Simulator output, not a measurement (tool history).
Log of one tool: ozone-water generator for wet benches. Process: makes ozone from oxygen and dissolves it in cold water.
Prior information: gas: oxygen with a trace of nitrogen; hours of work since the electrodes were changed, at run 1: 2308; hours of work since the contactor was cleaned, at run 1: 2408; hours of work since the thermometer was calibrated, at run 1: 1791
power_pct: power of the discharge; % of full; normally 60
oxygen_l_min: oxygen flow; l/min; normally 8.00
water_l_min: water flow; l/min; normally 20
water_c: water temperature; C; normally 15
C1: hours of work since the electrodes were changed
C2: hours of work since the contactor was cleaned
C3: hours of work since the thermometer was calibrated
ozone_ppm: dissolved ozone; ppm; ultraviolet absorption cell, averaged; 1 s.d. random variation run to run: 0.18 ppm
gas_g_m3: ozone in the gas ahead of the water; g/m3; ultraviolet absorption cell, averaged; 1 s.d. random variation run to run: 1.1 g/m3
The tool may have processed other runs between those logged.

run 1 hour=0.0 | power_pct=60 oxygen_l_min=8.00 water_l_min=20 water_c=15 | C1=2308 C2=2408 C3=1791 | ozone_ppm=25.9 gas_g_m3=198.2
run 2 hour=94.3 | power_pct=60 oxygen_l_min=8.00 water_l_min=20 water_c=15 | C1=2375 C2=2475 C3=1858 | ozone_ppm=25.9 gas_g_m3=197.1
run 3 hour=204.0 | power_pct=60 oxygen_l_min=8.00 water_l_min=20 water_c=15 | C1=2454 C2=2554 C3=1936 | ozone_ppm=25.8 gas_g_m3=196.0
run 4 hour=307.2 | power_pct=60 oxygen_l_min=8.00 water_l_min=28 water_c=15 | C1=2527 C2=2627 C3=2010 | ozone_ppm=18.9 gas_g_m3=195.8
run 5 hour=376.8 | power_pct=60 oxygen_l_min=4.86 water_l_min=20 water_c=15 | C1=2577 C2=2677 C3=2059 | ozone_ppm=24.7 gas_g_m3=246.2
run 6 hour=428.0 | power_pct=60 oxygen_l_min=4.17 water_l_min=20 water_c=15 | C1=2614 C2=2714 C3=2096 | ozone_ppm=24.2 gas_g_m3=263.6
run 7 hour=507.4 | power_pct=60 oxygen_l_min=8.00 water_l_min=20 water_c=15 | C1=2670 C2=2770 C3=2153 | ozone_ppm=25.9 gas_g_m3=197.2
run 8 hour=600.4 | power_pct=60 oxygen_l_min=8.00 water_l_min=20 water_c=15 | C1=2737 C2=2837 C3=2219 | ozone_ppm=25.7 gas_g_m3=196.2
run 9 hour=648.4 | power_pct=60 oxygen_l_min=8.00 water_l_min=20 water_c=15 | C1=2771 C2=2871 C3=2253 | ozone_ppm=25.9 gas_g_m3=197.4
run 10 hour=755.9 | power_pct=60 oxygen_l_min=8.00 water_l_min=20 water_c=10 | C1=2847 C2=2948 C3=2330 | ozone_ppm=28.2 gas_g_m3=195.8
run 11 hour=833.9 | power_pct=60 oxygen_l_min=8.00 water_l_min=20 water_c=10 | C1=2903 C2=3003 C3=2386 | ozone_ppm=27.9 gas_g_m3=197.8
run 12 hour=891.7 | power_pct=60 oxygen_l_min=8.00 water_l_min=20 water_c=10 | C1=2944 C2=3044 C3=2427 | ozone_ppm=28.1 gas_g_m3=199.7
run 13 hour=984.9 | power_pct=60 oxygen_l_min=8.00 water_l_min=20 water_c=10 | C1=3011 C2=3111 C3=2493 | ozone_ppm=28.3 gas_g_m3=198.6
run 14 hour=1079.8 | power_pct=60 oxygen_l_min=8.00 water_l_min=25 water_c=15 | C1=3079 C2=3179 C3=2561 | ozone_ppm=21.2 gas_g_m3=198.9
run 15 hour=1140.1 | power_pct=60 oxygen_l_min=8.00 water_l_min=25 water_c=15 | C1=3122 C2=3222 C3=2604 | ozone_ppm=21.1 gas_g_m3=199.3
run 16 hour=1216.1 | power_pct=60 oxygen_l_min=5.65 water_l_min=25 water_c=15 | C1=3176 C2=3276 C3=2658 | ozone_ppm=20.1 gas_g_m3=233.4
run 17 hour=1328.5 | power_pct=77 oxygen_l_min=8.00 water_l_min=20 water_c=7 | C1=3256 C2=3356 C3=2739 | ozone_ppm=34.1 gas_g_m3=232.7
run 18 hour=1390.9 | power_pct=77 oxygen_l_min=7.28 water_l_min=13 water_c=7 | C1=3301 C2=3401 C3=2783 | ozone_ppm=48.7 gas_g_m3=240.4
run 19 hour=1489.8 | power_pct=77 oxygen_l_min=7.28 water_l_min=13 water_c=7 | C1=3371 C2=3471 C3=2854 | ozone_ppm=49.6 gas_g_m3=242.7
run 20 hour=1587.3 | power_pct=60 oxygen_l_min=8.00 water_l_min=29 water_c=15 | C1=3441 C2=3541 C3=2923 | ozone_ppm=18.4 gas_g_m3=201.1
-- hour=1672.9 water thermometer calibrated
run 21 hour=1690.4 | power_pct=86 oxygen_l_min=10.35 water_l_min=18 water_c=14 | C1=3514 C2=3614 C3=12 | ozone_ppm=35.6 gas_g_m3=221.8
run 22 hour=1779.8 | power_pct=51 oxygen_l_min=4.87 water_l_min=15 water_c=12 | C1=3578 C2=3678 C3=76 | ozone_ppm=30.5 gas_g_m3=225.6
run 23 hour=1878.8 | power_pct=51 oxygen_l_min=4.87 water_l_min=15 water_c=12 | C1=3649 C2=3749 C3=147 | ozone_ppm=30.4 gas_g_m3=227.0
run 24 hour=1927.9 | power_pct=51 oxygen_l_min=4.87 water_l_min=15 water_c=12 | C1=3684 C2=3784 C3=182 | ozone_ppm=30.9 gas_g_m3=227.4
run 25 hour=1978.2 | power_pct=51 oxygen_l_min=4.87 water_l_min=15 water_c=12 | C1=3719 C2=3819 C3=218 | ozone_ppm=30.5 gas_g_m3=227.4
run 26 hour=2024.8 | power_pct=51 oxygen_l_min=4.87 water_l_min=15 water_c=12 | C1=3753 C2=3853 C3=251 | ozone_ppm=30.5 gas_g_m3=226.7
-- hour=2052.7 gauge calibrated
run 27 hour=2112.5 | power_pct=51 oxygen_l_min=8.21 water_l_min=28 water_c=10 | C1=3815 C2=3915 C3=314 | ozone_ppm=18.6 gas_g_m3=175.5
run 28 hour=2175.6 | power_pct=51 oxygen_l_min=8.21 water_l_min=28 water_c=10 | C1=3860 C2=3960 C3=359 | ozone_ppm=18.2 gas_g_m3=174.6
run 29 hour=2250.1 | power_pct=51 oxygen_l_min=8.21 water_l_min=28 water_c=10 | C1=3913 C2=4013 C3=412 | ozone_ppm=18.2 gas_g_m3=175.1
run 30 hour=2337.7 | power_pct=51 oxygen_l_min=4.31 water_l_min=13 water_c=14 | C1=3976 C2=4076 C3=474 | ozone_ppm=33.0 gas_g_m3=235.8
run 31 hour=2434.7 | power_pct=60 oxygen_l_min=4.32 water_l_min=20 water_c=15 | C1=4045 C2=4145 C3=544 | ozone_ppm=24.5 gas_g_m3=258.9
-- hour=2495.9 contactor cleaned
run 32 hour=2531.1 | power_pct=60 oxygen_l_min=4.32 water_l_min=20 water_c=15 | C1=4111 C2=25 C3=610 | ozone_ppm=24.9 gas_g_m3=260.3

Hidden state at the last listed run before each entry between runs and at the first one after, where it differs:
Run 20 -> run 21: water thermometer calibrated (hour 1672.9)
  drift of the gauge itself on gas_g_m3, %: 2.18 -> 2.32
  difference, measured minus the result without the unlogged condition, gas_g_m3: +4.2 -> +4.9 g/m3
Run 26 -> run 27: gauge calibrated (hour 2052.7)
  drift of the gauge itself on gas_g_m3, %: 2.78 -> 0.08
  difference, measured minus the result without the unlogged condition, gas_g_m3: +6.0 -> +0.1 g/m3
Run 31 -> run 32: contactor cleaned (hour 2495.9)
  contactor's efficiency, % of a clean one's: 99.9 -> 100; drift of the gauge itself on gas_g_m3, %: 0.52 -> 0.65
  difference, measured minus the result without the unlogged condition, gas_g_m3: +1.1 -> +1.5 g/m3
